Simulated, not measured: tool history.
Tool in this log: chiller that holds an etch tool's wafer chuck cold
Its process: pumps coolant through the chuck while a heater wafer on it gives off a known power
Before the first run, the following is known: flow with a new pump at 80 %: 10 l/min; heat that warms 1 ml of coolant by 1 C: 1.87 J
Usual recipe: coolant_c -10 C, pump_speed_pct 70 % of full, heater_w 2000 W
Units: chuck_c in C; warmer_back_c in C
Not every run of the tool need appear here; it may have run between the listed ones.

run	day	coolant_c	pump_speed_pct	heater_w	chuck_c	warmer_back_c
1	0.000	-10	70	2000	5.0	7.21
2	1.383	-10	70	2000	4.8	7.35
3	2.467	-2	70	2000	13.0	7.38
4	4.500	-2	70	2000	12.8	7.40
5	6.125	-2	70	2744	18.6	10.15
6	7.571	-7	70	2000	7.9	7.50
7	9.012	-7	70	2000	7.7	7.45
8	9.883	-10	70	2000	4.8	7.51
9	11.333	-10	70	2000	4.9	7.45
10	12.662	-10	70	1925	4.2	7.21
11	14.446	-10	65	2000	5.7	8.08
12	16.400	-10	88	2000	2.7	6.04
13	17.512	-10	88	2000	2.6	6.15
14	18.842	-11	71	2000	3.7	7.48
15	19.904	-11	71	2000	3.9	7.56
16	21.883	-11	71	2000	3.7	7.56
17	23.321	-11	71	2000	3.7	7.60
18	25.100	-2	62	2855	21.2	12.20
19	26.350	-10	62	1020	-1.8	4.61
# day 26.912: gauge calibrated
20	27.758	-17	89	2000	-4.6	5.78
21	29.238	-13	64	2578	7.6	10.35
22	30.671	-13	64	2578	7.6	10.37
23	31.750	-13	64	2578	7.4	10.33
24	32.875	-15	64	2000	0.9	8.13

Some steps in warmer_back_c, run to run, broken into two amounts with sign: the step expected even without the hidden condition (settings, incoming material, random variation), and the rest, left for the hidden condition together with whatever gauge scatter is not in both the measured and the hidden-condition-free result:
Hidden conditions of the tool in this case: heat passed by the chuck's channels, % of clean ones'; flow at a given pump speed, % of a new pump's; coolant's true temperature over the reading, C; drift of the gauge itself on chuck_c, C; drift of the gauge itself on warmer_back_c, C.
Run 11 -> 12: pump_speed_pct 65 -> 88. warmer_back_c -2.04 C: hidden state +0.04, all else -2.08.
Run 17 -> 18: coolant_c -11 -> -2, pump_speed_pct 71 -> 62, heater_w 2000 -> 2855. warmer_back_c +4.60 C: hidden state +0.04, all else +4.56.
Run 18 -> 19: coolant_c -2 -> -10, heater_w 2855 -> 1020. warmer_back_c -7.59 C: hidden state +0.01, all else -7.60.
Run 19 -> 20: coolant_c -10 -> -17, pump_speed_pct 62 -> 89, heater_w 1020 -> 2000, gauge calibrated. warmer_back_c +1.17 C: hidden state -0.41, all else +1.58.

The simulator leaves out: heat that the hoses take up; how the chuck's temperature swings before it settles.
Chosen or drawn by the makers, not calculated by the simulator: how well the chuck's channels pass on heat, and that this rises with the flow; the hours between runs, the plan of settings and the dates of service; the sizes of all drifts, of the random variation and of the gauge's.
